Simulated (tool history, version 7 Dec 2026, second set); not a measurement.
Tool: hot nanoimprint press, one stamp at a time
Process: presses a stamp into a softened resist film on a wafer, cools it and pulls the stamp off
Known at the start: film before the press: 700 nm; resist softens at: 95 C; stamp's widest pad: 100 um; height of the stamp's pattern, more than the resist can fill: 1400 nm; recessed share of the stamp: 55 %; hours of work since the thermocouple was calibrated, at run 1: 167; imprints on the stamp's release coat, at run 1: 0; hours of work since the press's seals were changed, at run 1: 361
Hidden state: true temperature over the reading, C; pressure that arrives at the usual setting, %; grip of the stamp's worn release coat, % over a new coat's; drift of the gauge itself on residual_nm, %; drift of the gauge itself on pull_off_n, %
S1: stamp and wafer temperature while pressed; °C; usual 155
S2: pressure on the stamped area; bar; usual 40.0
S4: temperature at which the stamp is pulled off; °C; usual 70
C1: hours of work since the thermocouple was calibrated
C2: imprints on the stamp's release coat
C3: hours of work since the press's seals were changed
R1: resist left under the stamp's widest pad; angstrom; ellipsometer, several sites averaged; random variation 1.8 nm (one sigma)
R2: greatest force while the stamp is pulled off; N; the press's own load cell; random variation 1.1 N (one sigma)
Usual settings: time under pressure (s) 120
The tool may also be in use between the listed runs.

{"run": 1, "hour": 0.0, "S1": 155, "S2": 40.0, "time under pressure (s)": 120, "S4": 70, "C1": 167, "C2": 0, "C3": 361, "R1": 3836, "R2": 172}
{"run": 2, "hour": 32.9, "S1": 155, "S2": 40.0, "time under pressure (s)": 120, "S4": 70, "C1": 184, "C2": 97, "C3": 378, "R1": 3819, "R2": 174}
{"run": 3, "hour": 70.6, "S1": 155, "S2": 40.0, "time under pressure (s)": 120, "S4": 70, "C1": 203, "C2": 207, "C3": 397, "R1": 3792, "R2": 178}
{"run": 4, "hour": 87.9, "S1": 155, "S2": 40.0, "time under pressure (s)": 120, "S4": 78, "C1": 212, "C2": 258, "C3": 406, "R1": 3830, "R2": 160}
{"run": 5, "hour": 107.3, "S1": 155, "S2": 40.0, "time under pressure (s)": 120, "S4": 75, "C1": 222, "C2": 315, "C3": 416, "R1": 3774, "R2": 169}
{"run": 6, "hour": 136.6, "S1": 155, "S2": 40.0, "time under pressure (s)": 120, "S4": 75, "C1": 237, "C2": 402, "C3": 431, "R1": 3790, "R2": 172}
{"run": 7, "hour": 162.8, "S1": 155, "S2": 40.0, "time under pressure (s)": 120, "S4": 75, "C1": 251, "C2": 479, "C3": 445, "R1": 3788, "R2": 173}
{"hour": 191.6, "done": "stamp cleaned and given a new release coat"}
{"run": 8, "hour": 194.7, "S1": 155, "S2": 40.0, "time under pressure (s)": 120, "S4": 63, "C1": 264, "C2": 9, "C3": 458, "R1": 3765, "R2": 187}
{"run": 9, "hour": 217.9, "S1": 155, "S2": 37.8, "time under pressure (s)": 120, "S4": 63, "C1": 276, "C2": 77, "C3": 470, "R1": 3840, "R2": 187}
{"run": 10, "hour": 237.6, "S1": 155, "S2": 37.8, "time under pressure (s)": 120, "S4": 63, "C1": 286, "C2": 135, "C3": 480, "R1": 3857, "R2": 190}
{"hour": 246.6, "done": "plate thermocouple calibrated"}
{"run": 11, "hour": 270.6, "S1": 155, "S2": 40.0, "time under pressure (s)": 236, "S4": 70, "C1": 12, "C2": 223, "C3": 495, "R1": 2816, "R2": 174}
{"run": 12, "hour": 304.6, "S1": 155, "S2": 40.0, "time under pressure (s)": 236, "S4": 70, "C1": 30, "C2": 323, "C3": 513, "R1": 2778, "R2": 177}
{"run": 13, "hour": 335.7, "S1": 155, "S2": 40.0, "time under pressure (s)": 236, "S4": 70, "C1": 46, "C2": 415, "C3": 529, "R1": 2784, "R2": 181}
{"hour": 353.0, "done": "plate thermocouple calibrated, once more"}
{"run": 14, "hour": 372.7, "S1": 155, "S2": 40.0, "time under pressure (s)": 236, "S4": 70, "C1": 10, "C2": 515, "C3": 546, "R1": 3125, "R2": 187}
{"hour": 388.7, "done": "stamp cleaned and given a new release coat"}
{"run": 15, "hour": 402.6, "S1": 155, "S2": 40.0, "time under pressure (s)": 236, "S4": 70, "C1": 22, "C2": 41, "C3": 559, "R1": 3139, "R2": 175}
{"run": 16, "hour": 420.1, "S1": 167, "S2": 63.0, "time under pressure (s)": 120, "S4": 70, "C1": 31, "C2": 93, "C3": 568, "R1": 1553, "R2": 178}
{"run": 17, "hour": 454.3, "S1": 155, "S2": 40.0, "time under pressure (s)": 120, "S4": 78, "C1": 49, "C2": 193, "C3": 585, "R1": 3979, "R2": 159}
{"run": 18, "hour": 480.2, "S1": 155, "S2": 28.3, "time under pressure (s)": 90, "S4": 78, "C1": 62, "C2": 269, "C3": 598, "R1": 4816, "R2": 162}
{"run": 19, "hour": 517.1, "S1": 156, "S2": 40.0, "time under pressure (s)": 120, "S4": 64, "C1": 81, "C2": 378, "C3": 617, "R1": 3710, "R2": 198}
{"run": 20, "hour": 539.8, "S1": 155, "S2": 25.0, "time under pressure (s)": 120, "S4": 63, "C1": 93, "C2": 445, "C3": 629, "R1": 4593, "R2": 200}
{"run": 21, "hour": 557.8, "S1": 155, "S2": 25.0, "time under pressure (s)": 121, "S4": 63, "C1": 102, "C2": 498, "C3": 638, "R1": 4583, "R2": 203}
{"hour": 580.8, "done": "stamp cleaned and given a new release coat"}
{"run": 22, "hour": 583.2, "S1": 158, "S2": 37.7, "time under pressure (s)": 110, "S4": 70, "C1": 112, "C2": 7, "C3": 648, "R1": 3487, "R2": 172}
{"run": 23, "hour": 601.7, "S1": 158, "S2": 37.7, "time under pressure (s)": 110, "S4": 70, "C1": 121, "C2": 61, "C3": 658, "R1": 3458, "R2": 173}
{"run": 24, "hour": 627.7, "S1": 155, "S2": 33.1, "time under pressure (s)": 120, "S4": 70, "C1": 135, "C2": 137, "C3": 671, "R1": 4156, "R2": 176}
{"run": 25, "hour": 656.6, "S1": 155, "S2": 53.8, "time under pressure (s)": 104, "S4": 70, "C1": 150, "C2": 223, "C3": 686, "R1": 3656, "R2": 180}
{"run": 26, "hour": 686.4, "S1": 155, "S2": 53.8, "time under pressure (s)": 104, "S4": 70, "C1": 165, "C2": 310, "C3": 701, "R1": 3648, "R2": 180}
{"hour": 723.7, "done": "press's hydraulic seals changed and the load cell set to zero"}
{"run": 27, "hour": 730.8, "S1": 149, "S2": 32.2, "time under pressure (s)": 120, "S4": 75, "C1": 184, "C2": 417, "C3": 4, "R1": 5347, "R2": 169}
{"run": 28, "hour": 759.5, "S1": 152, "S2": 40.0, "time under pressure (s)": 72, "S4": 70, "C1": 198, "C2": 502, "C3": 18, "R1": 5093, "R2": 184}
{"hour": 779.9, "done": "stamp cleaned and given a new release coat"}
{"run": 29, "hour": 799.0, "S1": 154, "S2": 40.0, "time under pressure (s)": 120, "S4": 64, "C1": 216, "C2": 56, "C3": 36, "R1": 3965, "R2": 186}
{"run": 30, "hour": 830.7, "S1": 151, "S2": 40.0, "time under pressure (s)": 61, "S4": 70, "C1": 232, "C2": 149, "C3": 52, "R1": 5440, "R2": 173}

The same runs without the tool's hidden state, with the same run-to-run variation:
run=1 R1=3926 R2=173
run=2 R1=3922 R2=173
run=3 R1=3910 R2=174
run=4 R1=3956 R2=156
run=5 R1=3906 R2=163
run=6 R1=3936 R2=164
run=7 R1=3944 R2=163
run=8 R1=3931 R2=189
run=9 R1=4018 R2=187
run=10 R1=4043 R2=188
run=11 R1=3119 R2=172
run=12 R1=3090 R2=173
run=13 R1=3108 R2=174
run=14 R1=3078 R2=173
run=15 R1=3101 R2=174
run=16 R1=1514 R2=176
run=17 R1=3957 R2=155
run=18 R1=4822 R2=156
run=19 R1=3712 R2=187
run=20 R1=4629 R2=187
run=21 R1=4627 R2=189
run=22 R1=3513 R2=172
run=23 R1=3490 R2=173
run=24 R1=4213 R2=173
run=25 R1=3686 R2=175
run=26 R1=3688 R2=173
run=27 R1=5491 R2=160
run=28 R1=5257 R2=172
run=29 R1=4157 R2=186
run=30 R1=5610 R2=171

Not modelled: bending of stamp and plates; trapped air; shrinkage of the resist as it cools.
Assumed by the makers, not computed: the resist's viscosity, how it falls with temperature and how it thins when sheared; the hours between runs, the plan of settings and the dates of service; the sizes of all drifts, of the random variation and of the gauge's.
